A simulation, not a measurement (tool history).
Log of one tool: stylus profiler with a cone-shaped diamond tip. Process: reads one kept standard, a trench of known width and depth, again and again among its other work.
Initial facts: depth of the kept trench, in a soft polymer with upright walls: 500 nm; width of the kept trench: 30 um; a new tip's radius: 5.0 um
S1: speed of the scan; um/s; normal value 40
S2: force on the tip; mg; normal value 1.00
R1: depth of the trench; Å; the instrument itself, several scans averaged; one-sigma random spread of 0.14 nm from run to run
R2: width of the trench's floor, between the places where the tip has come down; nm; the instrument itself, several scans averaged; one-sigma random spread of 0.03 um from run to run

{"run": 1, "hour": 0.0, "S1": 40, "S2": 1.0, "R1": 5039.6, "R2": 25320}
{"run": 2, "hour": 116.3, "S1": 40, "S2": 1.0, "R1": 5041.7, "R2": 25330}
{"run": 3, "hour": 200.6, "S1": 40, "S2": 1.0, "R1": 5040.0, "R2": 25260}
{"run": 4, "hour": 271.6, "S1": 40, "S2": 1.0, "R1": 5040.3, "R2": 25290}
{"run": 5, "hour": 323.9, "S1": 40, "S2": 1.0, "R1": 5041.4, "R2": 25290}
{"run": 6, "hour": 433.9, "S1": 40, "S2": 1.0, "R1": 5041.4, "R2": 25270}
{"run": 7, "hour": 550.8, "S1": 40, "S2": 1.0, "R1": 5039.8, "R2": 25300}
{"hour": 582.3, "done": "new tip fitted, height scale calibrated"}
{"run": 8, "hour": 656.7, "S1": 40, "S2": 1.0, "R1": 5039.9, "R2": 25350}
{"run": 9, "hour": 766.2, "S1": 78, "S2": 1.0, "R1": 5041.6, "R2": 24990}
{"run": 10, "hour": 823.9, "S1": 78, "S2": 1.0, "R1": 5039.9, "R2": 25020}
{"run": 11, "hour": 929.3, "S1": 63, "S2": 2.08, "R1": 5065.8, "R2": 25220}
{"run": 12, "hour": 1047.0, "S1": 63, "S2": 2.08, "R1": 5065.8, "R2": 25290}
{"run": 13, "hour": 1135.2, "S1": 13, "S2": 0.9, "R1": 5036.5, "R2": 25530}
{"run": 14, "hour": 1185.9, "S1": 44, "S2": 1.44, "R1": 5050.7, "R2": 25310}
{"run": 15, "hour": 1244.1, "S1": 18, "S2": 0.76, "R1": 5035.2, "R2": 25460}
{"run": 16, "hour": 1344.9, "S1": 18, "S2": 0.76, "R1": 5033.4, "R2": 25390}
{"run": 17, "hour": 1454.2, "S1": 60, "S2": 1.06, "R1": 5044.5, "R2": 25150}
{"run": 18, "hour": 1517.6, "S1": 60, "S2": 2.33, "R1": 5072.3, "R2": 25310}
{"run": 19, "hour": 1576.1, "S1": 60, "S2": 2.33, "R1": 5071.4, "R2": 25330}

Subtracting, for every run, the result it would have given without the tool's unlogged condition from the measured result gives the following. The same run-to-run variation enters both numbers; the gauge's scatter may not:
Hidden state at play: radius of the tip, um; height scale over the true one, %; drift of the gauge itself on depth_nm, %; drift of the gauge itself on floor_um, %.
run=1 R2=-20
run=2 R2=-10
run=3 R2=-20
run=4 R2=-20
run=5 R2=-20
run=6 R2=-20
run=7 R2=-30
run=8 R2=+0
run=9 R2=-10
run=10 R2=-10
run=11 R2=-10
run=12 R2=-10
run=13 R2=-10
run=14 R2=-10
run=15 R2=-10
run=16 R2=-20
run=17 R2=-10
run=18 R2=-20
run=19 R2=-20
R1 without the hidden state stays within 0.1 Å of what was measured, in all runs.

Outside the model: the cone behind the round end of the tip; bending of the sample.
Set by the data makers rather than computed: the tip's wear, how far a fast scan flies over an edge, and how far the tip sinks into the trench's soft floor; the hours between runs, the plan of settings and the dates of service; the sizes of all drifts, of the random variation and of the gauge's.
